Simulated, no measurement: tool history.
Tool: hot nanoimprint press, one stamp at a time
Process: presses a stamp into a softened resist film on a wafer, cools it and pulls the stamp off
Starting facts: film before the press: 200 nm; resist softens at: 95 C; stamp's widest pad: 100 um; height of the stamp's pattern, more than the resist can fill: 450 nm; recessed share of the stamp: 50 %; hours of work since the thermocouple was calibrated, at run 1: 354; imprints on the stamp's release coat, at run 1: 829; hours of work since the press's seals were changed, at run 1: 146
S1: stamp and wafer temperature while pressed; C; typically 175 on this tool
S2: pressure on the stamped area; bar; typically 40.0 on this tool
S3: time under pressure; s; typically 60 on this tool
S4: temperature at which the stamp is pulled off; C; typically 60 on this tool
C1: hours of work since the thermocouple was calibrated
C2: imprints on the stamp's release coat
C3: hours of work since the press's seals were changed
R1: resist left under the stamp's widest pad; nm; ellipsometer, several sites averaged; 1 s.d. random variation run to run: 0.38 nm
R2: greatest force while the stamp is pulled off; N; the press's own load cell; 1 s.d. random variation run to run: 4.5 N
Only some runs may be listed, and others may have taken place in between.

Run 1, hour 0.0: usual settings; C1 354; C2 829; C3 146. Result: R1 104.7 nm, R2 266 N.
Run 2, hour 10.3: usual settings but S3 56 s; C1 359; C2 872; C3 152. Result: R1 106.5 nm, R2 269 N.
Run 3, hour 23.5: usual settings but S3 56 s; C1 367; C2 927; C3 160. Result: R1 106.3 nm, R2 278 N.
Run 4, hour 31.2: usual settings but S3 56 s; C1 371; C2 959; C3 164. Result: R1 106.0 nm, R2 273 N.
Run 5, hour 47.1: usual settings but S3 56 s; C1 380; C2 1025; C3 173. Result: R1 105.8 nm, R2 285 N.
Run 6, hour 56.2: usual settings but S3 56 s, S4 63 C; C1 386; C2 1062; C3 178. Result: R1 105.7 nm, R2 278 N.
Run 7, hour 63.9: usual settings but S3 56 s, S4 63 C; C1 390; C2 1094; C3 183. Result: R1 106.0 nm, R2 271 N.
At hour 74.4: plate thermocouple calibrated.
Run 8, hour 77.5: usual settings but S3 56 s, S4 63 C; C1 2; C2 1139; C3 189. Result: R1 111.1 nm, R2 287 N.
Run 9, hour 88.9: usual settings but S2 29.8 bar, S3 56 s, S4 63 C; C1 8; C2 1186; C3 195. Result: R1 122.4 nm, R2 284 N.
Run 10, hour 102.9: usual settings but S2 29.8 bar, S3 88 s, S4 63 C; C1 16; C2 1244; C3 203. Result: R1 105.3 nm, R2 291 N.
Run 11, hour 117.7: usual settings but S2 46.2 bar; C1 25; C2 1306; C3 212. Result: R1 103.1 nm, R2 298 N.
Run 12, hour 132.2: usual settings but S2 46.2 bar; C1 33; C2 1366; C3 220. Result: R1 102.1 nm, R2 311 N.
Run 13, hour 144.8: usual settings but S2 46.2 bar; C1 40; C2 1418; C3 227. Result: R1 101.8 nm, R2 317 N.
Run 14, hour 158.9: usual settings but S2 46.2 bar; C1 48; C2 1477; C3 235. Result: R1 102.3 nm, R2 308 N.
At hour 167.0: stamp cleaned and given a new release coat.
Run 15, hour 179.1: usual settings but S2 46.2 bar, S3 32 s; C1 56; C2 50; C3 243. Result: R1 126.2 nm, R2 220 N.
Run 16, hour 189.8: usual settings but S2 27.5 bar, S3 69 s; C1 62; C2 95; C3 249. Result: R1 116.8 nm, R2 219 N.
Run 17, hour 200.0: usual settings but S2 27.5 bar, S3 69 s; C1 68; C2 137; C3 255. Result: R1 116.5 nm, R2 222 N.
Run 18, hour 213.5: usual settings but S1 165 C, S2 39.7 bar, S3 43 s; C1 76; C2 193; C3 263. Result: R1 164.4 nm, R2 228 N.
Run 19, hour 228.8: usual settings but S1 177 C, S2 36.6 bar, S3 61 s; C1 84; C2 257; C3 272. Result: R1 101.0 nm, R2 235 N.
Run 20, hour 244.0: usual settings but S1 177 C, S2 36.6 bar, S3 61 s; C1 93; C2 320; C3 280. Result: R1 101.4 nm, R2 230 N.
Run 21, hour 254.7: usual settings but S1 177 C, S2 46.1 bar, S3 61 s; C1 99; C2 365; C3 286. Result: R1 92.2 nm, R2 245 N.
Run 22, hour 262.5: usual settings but S1 180 C, S2 46.1 bar, S3 41 s, S4 63 C; C1 104; C2 397; C3 291. Result: R1 93.8 nm, R2 236 N.
Run 23, hour 272.3: usual settings but S1 180 C, S2 46.1 bar, S3 41 s, S4 63 C; C1 109; C2 438; C3 296. Result: R1 94.0 nm, R2 229 N.
Run 24, hour 282.0: usual settings but S1 180 C, S2 46.1 bar, S3 37 s, S4 47 C; C1 115; C2 478; C3 302. Result: R1 97.3 nm, R2 295 N.
Run 25, hour 291.4: usual settings but S1 176 C, S2 56.2 bar, S4 56 C; C1 120; C2 517; C3 307. Result: R1 90.4 nm, R2 273 N.
Run 26, hour 302.2: usual settings but S1 183 C, S2 56.2 bar, S3 52 s, S4 67 C; C1 126; C2 562; C3 313. Result: R1 68.2 nm, R2 228 N.
Run 27, hour 313.2: usual settings but S3 32 s, S4 55 C; C1 132; C2 608; C3 320. Result: R1 131.3 nm, R2 282 N.
Run 28, hour 324.5: usual settings but S3 32 s, S4 55 C; C1 139; C2 655; C3 326. Result: R1 130.8 nm, R2 275 N.
Run 29, hour 340.1: usual settings but S3 32 s, S4 55 C; C1 148; C2 720; C3 335. Result: R1 131.0 nm, R2 291 N.

Below are 3 alternative next runs, each starting from the tool's condition after run 29. Predict each:
Run A, hour 350.1: usual settings but S2 56.1 bar; C1 153; C2 761; C3 341. Result: R1 ?, R2 ?.
Run B, hour 350.1: usual settings but S2 38.7 bar, S3 38 s; C1 153; C2 761; C3 341. Result: R1 ?, R2 ?.
Run C, hour 350.1: usual settings but S1 181 C, S3 54 s; C1 153; C2 761; C3 341. Result: R1 ?, R2 ?.

run     R1   R2
  A   93.2  271
  B  125.6  267
  C   85.0  267
With no hidden state in the tool, these same runs would have given:
run     R1   R2
  A   95.7  225
  B  128.3  222
  C   87.2  221
